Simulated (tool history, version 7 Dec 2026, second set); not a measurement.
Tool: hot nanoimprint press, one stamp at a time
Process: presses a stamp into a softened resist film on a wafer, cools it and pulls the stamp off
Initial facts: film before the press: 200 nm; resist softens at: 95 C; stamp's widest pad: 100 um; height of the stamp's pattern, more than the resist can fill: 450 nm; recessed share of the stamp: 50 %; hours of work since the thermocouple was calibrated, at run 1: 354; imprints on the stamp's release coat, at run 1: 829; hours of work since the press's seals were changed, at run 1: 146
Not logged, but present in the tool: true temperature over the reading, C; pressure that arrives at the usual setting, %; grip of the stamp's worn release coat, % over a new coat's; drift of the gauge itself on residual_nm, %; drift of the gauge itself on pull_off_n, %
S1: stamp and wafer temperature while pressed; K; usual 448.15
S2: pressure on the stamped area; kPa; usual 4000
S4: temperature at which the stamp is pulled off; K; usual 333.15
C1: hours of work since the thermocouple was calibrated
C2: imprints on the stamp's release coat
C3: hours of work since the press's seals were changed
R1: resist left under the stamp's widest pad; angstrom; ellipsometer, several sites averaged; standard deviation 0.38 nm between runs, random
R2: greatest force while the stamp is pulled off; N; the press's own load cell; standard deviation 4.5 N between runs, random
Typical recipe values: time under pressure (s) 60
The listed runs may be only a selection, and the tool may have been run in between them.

Run 1, hour 0.0: usual settings; C1 354; C2 829; C3 146. Result: R1 1047 angstrom, R2 266 N.
Run 2, hour 10.3: usual settings but time under pressure (s) 56; C1 359; C2 872; C3 152. Result: R1 1065 angstrom, R2 269 N.
Run 3, hour 23.5: usual settings but time under pressure (s) 56; C1 367; C2 927; C3 160. Result: R1 1063 angstrom, R2 278 N.
Run 4, hour 31.2: usual settings but time under pressure (s) 56; C1 371; C2 959; C3 164. Result: R1 1060 angstrom, R2 273 N.
Run 5, hour 47.1: usual settings but time under pressure (s) 56; C1 380; C2 1025; C3 173. Result: R1 1058 angstrom, R2 285 N.
Run 6, hour 56.2: usual settings but time under pressure (s) 56, S4 336.15 K; C1 386; C2 1062; C3 178. Result: R1 1057 angstrom, R2 278 N.
Run 7, hour 63.9: usual settings but time under pressure (s) 56, S4 336.15 K; C1 390; C2 1094; C3 183. Result: R1 1060 angstrom, R2 271 N.
At hour 74.4: plate thermocouple calibrated.
Run 8, hour 77.5: usual settings but time under pressure (s) 56, S4 336.15 K; C1 2; C2 1139; C3 189. Result: R1 1111 angstrom, R2 287 N.
Run 9, hour 88.9: usual settings but S2 2980 kPa, time under pressure (s) 56, S4 336.15 K; C1 8; C2 1186; C3 195. Result: R1 1224 angstrom, R2 284 N.
Run 10, hour 102.9: usual settings but S2 2980 kPa, time under pressure (s) 88, S4 336.15 K; C1 16; C2 1244; C3 203. Result: R1 1053 angstrom, R2 291 N.
Run 11, hour 117.7: usual settings but S2 4620 kPa; C1 25; C2 1306; C3 212. Result: R1 1031 angstrom, R2 298 N.
Run 12, hour 132.2: usual settings but S2 4620 kPa; C1 33; C2 1366; C3 220. Result: R1 1021 angstrom, R2 311 N.
Run 13, hour 144.8: usual settings but S2 4620 kPa; C1 40; C2 1418; C3 227. Result: R1 1018 angstrom, R2 317 N.
Run 14, hour 158.9: usual settings but S2 4620 kPa; C1 48; C2 1477; C3 235. Result: R1 1023 angstrom, R2 308 N.
At hour 167.0: stamp cleaned and given a new release coat.
Run 15, hour 179.1: usual settings but S2 4620 kPa, time under pressure (s) 32; C1 56; C2 50; C3 243. Result: R1 1262 angstrom, R2 220 N.
Run 16, hour 189.8: usual settings but S2 2750 kPa, time under pressure (s) 69; C1 62; C2 95; C3 249. Result: R1 1168 angstrom, R2 219 N.
Run 17, hour 200.0: usual settings but S2 2750 kPa, time under pressure (s) 69; C1 68; C2 137; C3 255. Result: R1 1165 angstrom, R2 222 N.
Run 18, hour 213.5: usual settings but S1 438.15 K, S2 3970 kPa, time under pressure (s) 43; C1 76; C2 193; C3 263. Result: R1 1644 angstrom, R2 228 N.
Run 19, hour 228.8: usual settings but S1 450.15 K, S2 3660 kPa, time under pressure (s) 61; C1 84; C2 257; C3 272. Result: R1 1010 angstrom, R2 235 N.
Run 20, hour 244.0: usual settings but S1 450.15 K, S2 3660 kPa, time under pressure (s) 61; C1 93; C2 320; C3 280. Result: R1 1014 angstrom, R2 230 N.
Run 21, hour 254.7: usual settings but S1 450.15 K, S2 4610 kPa, time under pressure (s) 61; C1 99; C2 365; C3 286. Result: R1 922 angstrom, R2 245 N.
Run 22, hour 262.5: usual settings but S1 453.15 K, S2 4610 kPa, time under pressure (s) 41, S4 336.15 K; C1 104; C2 397; C3 291. Result: R1 938 angstrom, R2 236 N.
Run 23, hour 272.3: usual settings but S1 453.15 K, S2 4610 kPa, time under pressure (s) 41, S4 336.15 K; C1 109; C2 438; C3 296. Result: R1 940 angstrom, R2 229 N.
Run 24, hour 282.0: usual settings but S1 453.15 K, S2 4610 kPa, time under pressure (s) 37, S4 320.15 K; C1 115; C2 478; C3 302. Result: R1 973 angstrom, R2 295 N.
Run 25, hour 291.4: usual settings but S1 449.15 K, S2 5620 kPa, S4 329.15 K; C1 120; C2 517; C3 307. Result: R1 904 angstrom, R2 273 N.
Run 26, hour 302.2: usual settings but S1 456.15 K, S2 5620 kPa, time under pressure (s) 52, S4 340.15 K; C1 126; C2 562; C3 313. Result: R1 682 angstrom, R2 228 N.
Run 27, hour 313.2: usual settings but time under pressure (s) 32, S4 328.15 K; C1 132; C2 608; C3 320. Result: R1 1313 angstrom, R2 282 N.
Run 28, hour 324.5: usual settings but time under pressure (s) 32, S4 328.15 K; C1 139; C2 655; C3 326. Result: R1 1308 angstrom, R2 275 N.
Run 29, hour 340.1: usual settings but time under pressure (s) 32, S4 328.15 K; C1 148; C2 720; C3 335. Result: R1 1310 angstrom, R2 291 N.

For each run, the measured value with the value that run would have given without the tool's hidden condition subtracted. The run-to-run variation is shared by both, the gauge scatter possibly not:
run   R1   R2
  1  -54  +47
  2  -54  +50
  3  -55  +55
  4  -56  +55
  5  -57  +61
  6  -58  +61
  7  -58  +61
  8   -8  +71
  9   -9  +72
 10  -10  +77
 11  -10  +83
 12  -11  +89
 13  -12  +93
 14  -13  +93
 15  -14   +2
 16  -16   +5
 17  -17   +6
 18  -14  +10
 19  -18  +14
 20  -19  +17
 21  -18  +22
 22  -18  +22
 23  -18  +24
 24  -20  +34
 25  -20  +33
 26  -16  +29
 27  -23  +40
 28  -25  +41
 29  -26  +47

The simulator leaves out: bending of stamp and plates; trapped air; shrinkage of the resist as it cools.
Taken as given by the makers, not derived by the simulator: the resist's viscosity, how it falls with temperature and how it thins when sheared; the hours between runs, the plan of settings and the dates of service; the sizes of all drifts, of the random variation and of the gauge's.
